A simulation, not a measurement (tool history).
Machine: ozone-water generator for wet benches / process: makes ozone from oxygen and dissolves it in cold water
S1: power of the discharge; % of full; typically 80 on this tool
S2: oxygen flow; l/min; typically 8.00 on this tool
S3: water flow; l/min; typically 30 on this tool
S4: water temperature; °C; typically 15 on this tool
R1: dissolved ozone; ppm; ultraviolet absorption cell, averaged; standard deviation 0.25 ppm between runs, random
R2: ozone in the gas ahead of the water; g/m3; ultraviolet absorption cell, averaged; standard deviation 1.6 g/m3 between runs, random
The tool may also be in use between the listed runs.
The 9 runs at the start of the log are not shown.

run 10 day=9.683 | S1=80 S2=8.00 S3=30 S4=15 | R1=37.7 R2=302.4
run 11 day=10.917 | S1=80 S2=8.00 S3=30 S4=8 | R1=41.5 R2=301.9
run 12 day=11.742 | S1=80 S2=8.00 S3=30 S4=8 | R1=41.0 R2=303.1
run 13 day=12.983 | S1=80 S2=8.00 S3=30 S4=8 | R1=40.9 R2=301.5
run 14 day=14.392 | S1=80 S2=8.00 S3=30 S4=8 | R1=41.4 R2=302.2
run 15 day=14.992 | S1=80 S2=8.00 S3=30 S4=8 | R1=41.2 R2=301.4
run 16 day=15.908 | S1=80 S2=8.00 S3=30 S4=8 | R1=41.5 R2=302.2
run 17 day=16.629 | S1=80 S2=8.00 S3=30 S4=8 | R1=41.3 R2=305.1
run 18 day=17.721 | S1=80 S2=8.00 S3=30 S4=8 | R1=41.5 R2=303.7
run 19 day=18.742 | S1=80 S2=8.00 S3=30 S4=8 | R1=41.2 R2=300.4
run 20 day=19.612 | S1=94 S2=8.00 S3=30 S4=10 | R1=45.7 R2=347.5
run 21 day=20.442 | S1=94 S2=8.00 S3=30 S4=10 | R1=45.4 R2=344.3
run 22 day=21.088 | S1=94 S2=8.00 S3=30 S4=10 | R1=46.0 R2=342.1
run 23 day=22.225 | S1=80 S2=8.00 S3=30 S4=11 | R1=39.6 R2=301.8
run 24 day=23.525 | S1=49 S2=4.16 S3=36 S4=15 | R1=20.7 R2=299.7

What does the tool deliver on the next run?
run 25 day=24.375 | S1=49 S2=4.16 S3=36 S4=15 | R1=? R2=?

{"run 25": {"R1": 20.3, "R2": 297.6}}
Had the tool carried no hidden state, the very same run would have given R1 20.8 ppm, R2 301.7 g/m3.

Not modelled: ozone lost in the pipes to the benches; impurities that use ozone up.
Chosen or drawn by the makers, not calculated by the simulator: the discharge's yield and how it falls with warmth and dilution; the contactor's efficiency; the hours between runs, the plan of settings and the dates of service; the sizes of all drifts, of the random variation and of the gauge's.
